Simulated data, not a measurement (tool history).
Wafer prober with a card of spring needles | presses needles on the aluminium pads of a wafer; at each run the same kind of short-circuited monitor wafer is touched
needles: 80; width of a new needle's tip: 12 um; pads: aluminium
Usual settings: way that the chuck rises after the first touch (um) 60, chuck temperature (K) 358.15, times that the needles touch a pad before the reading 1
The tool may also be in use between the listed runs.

| run | hour | way that the chuck rises after the first touch (um) | chuck temperature (K) | times that the needles touch a pad before the reading | resistance of one needle with its contact and lead (mohm) | way that a needle slides on the pad (um) |
|---|---|---|---|---|---|---|
| 1 | 0.0 | 60 | 358.15 | 1 | 176 | 8.40 |
|  | 5.7 | tips cleaned on abrasive film |
| 2 | 10.4 | 49 | 358.15 | 1 | 198 | 6.82 |
|  | 11.8 | tips cleaned on abrasive film |
|  | 18.6 | tips cleaned on abrasive film |
|  | 24.9 | tips cleaned on abrasive film |
| 3 | 26.3 | 49 | 358.15 | 1 | 188 | 6.79 |
|  | 30.5 | tips cleaned on abrasive film |
|  | 36.1 | tips cleaned on abrasive film |
| 4 | 39.3 | 44 | 358.15 | 1 | 200 | 6.06 |
|  | 42.5 | tips cleaned on abrasive film |
| 5 | 46.4 | 44 | 358.15 | 1 | 201 | 6.11 |
|  | 48.6 | tips cleaned on abrasive film |
|  | 55.4 | tips cleaned on abrasive film |
|  | 61.4 | tips cleaned on abrasive film |
| 6 | 63.1 | 44 | 324.15 | 1 | 187 | 6.05 |
|  | 67.5 | tips cleaned on abrasive film |
|  | 73.8 | tips cleaned on abrasive film |
|  | 79.4 | tips cleaned on abrasive film |
| 7 | 79.4 | 60 | 358.15 | 2 | 172 | 8.32 |
|  | 86.1 | tips cleaned on abrasive film |
|  | 92.5 | tips cleaned on abrasive film |
| 8 | 92.5 | 41 | 358.15 | 2 | 182 | 5.59 |
|  | 98.7 | tips cleaned on abrasive film |
|  | 104.7 | tips cleaned on abrasive film |
| 9 | 105.9 | 40 | 358.15 | 2 | 186 | 5.45 |
|  | 110.7 | tips cleaned on abrasive film |
| 10 | 115.3 | 40 | 369.15 | 2 | 200 | 5.47 |
|  | 116.6 | tips cleaned on abrasive film |
|  | 122.4 | tips cleaned on abrasive film |
| 11 | 125.2 | 40 | 369.15 | 2 | 193 | 5.43 |
|  | 128.4 | tips cleaned on abrasive film |
| 12 | 133.6 | 60 | 358.15 | 1 | 196 | 8.24 |
|  | 134.9 | tips cleaned on abrasive film |
|  | 141.0 | tips cleaned on abrasive film |
| 13 | 146.2 | 60 | 358.15 | 1 | 197 | 8.23 |
|  | 147.4 | tips cleaned on abrasive film |
|  | 154.1 | tips cleaned on abrasive film |
| 14 | 154.3 | 60 | 358.15 | 1 | 175 | 8.23 |
|  | 160.5 | tips cleaned on abrasive film |
|  | 166.4 | tips cleaned on abrasive film |
| 15 | 171.6 | 60 | 358.15 | 1 | 196 | 8.12 |
|  | 172.9 | tips cleaned on abrasive film |
|  | 179.3 | tips cleaned on abrasive film |
| 16 | 184.2 | 60 | 358.15 | 1 | 194 | 8.15 |
|  | 185.6 | tips cleaned on abrasive film |
|  | 191.7 | tips cleaned on abrasive film |
| 17 | 192.7 | 52 | 311.15 | 3 | 170 | 7.06 |
|  | 197.3 | tips cleaned on abrasive film |
|  | 203.1 | tips cleaned on abrasive film |
|  | 209.2 | tips cleaned on abrasive film |
| 18 | 209.2 | 52 | 311.15 | 3 | 168 | 7.01 |
|  | 215.6 | tips cleaned on abrasive film |
|  | 222.1 | tips cleaned on abrasive film |
| 19 | 222.8 | 62 | 358.15 | 1 | 176 | 8.47 |
|  | 228.1 | tips cleaned on abrasive film |
|  | 234.5 | tips cleaned on abrasive film |
| 20 | 234.9 | 48 | 345.15 | 2 | 181 | 6.45 |
|  | 240.5 | tips cleaned on abrasive film |
| 21 | 245.1 | 57 | 327.15 | 3 | 177 | 7.72 |
|  | 246.1 | tips cleaned on abrasive film |
|  | 252.6 | tips cleaned on abrasive film |
|  | 258.2 | tips cleaned on abrasive film |
| 22 | 258.2 | 57 | 352.15 | 3 | 174 | 7.70 |
|  | 264.2 | tips cleaned on abrasive film |
|  | 266.7 | height of the first contact set anew |
|  | 270.8 | tips cleaned on abrasive film |
| 23 | 271.2 | 57 | 352.15 | 3 | 176 | 7.97 |
|  | 277.3 | tips cleaned on abrasive film |
|  | 284.0 | tips cleaned on abrasive film |
| 24 | 287.5 | 65 | 353.15 | 2 | 181 | 9.10 |
|  | 289.7 | tips cleaned on abrasive film |
|  | 296.5 | tips cleaned on abrasive film |
| 25 | 298.1 | 65 | 353.15 | 2 | 178 | 9.04 |
|  | 303.1 | tips cleaned on abrasive film |
|  | 309.3 | tips cleaned on abrasive film |
| 26 | 309.3 | 74 | 304.15 | 1 | 167 | 10.30 |
|  | 315.6 | tips cleaned on abrasive film |
|  | 321.7 | tips cleaned on abrasive film |
| 27 | 323.3 | 74 | 304.15 | 1 | 169 | 10.27 |
|  | 327.6 | tips cleaned on abrasive film |
| 28 | 331.8 | 69 | 358.15 | 1 | 190 | 9.61 |
|  | 333.2 | tips cleaned on abrasive film |
|  | 339.7 | tips cleaned on abrasive film |
| 29 | 340.6 | 46 | 311.15 | 1 | 175 | 6.34 |

3 ways to go on from here, each from the tool as it stands after run 29. What would each give?
|  | 346.2 | tips cleaned on abrasive film |
|  | 352.7 | tips cleaned on abrasive film |
| A | 353.1 | 70 | 335.15 | 1 | ? | ? |
|  | 346.2 | tips cleaned on abrasive film |
|  | 352.7 | tips cleaned on abrasive film |
| B | 353.1 | 46 | 392.15 | 1 | ? | ? |
|  | 346.2 | tips cleaned on abrasive film |
|  | 352.7 | tips cleaned on abrasive film |
| C | 353.1 | 60 | 306.15 | 2 | ? | ? |

| run | resistance of one needle with its contact and lead (mohm) | way that a needle slides on the pad (um) |
|---|---|---|
| A | 173 | 9.66 |
| B | 191 | 6.31 |
| C | 170 | 8.27 |
Without the tool's hidden state the same runs would have given:
| run | resistance of one needle with its contact and lead (mohm) | way that a needle slides on the pad (um) |
|---|---|---|
| A | 171 | 9.76 |
| B | 185 | 6.40 |
| C | 167 | 8.36 |
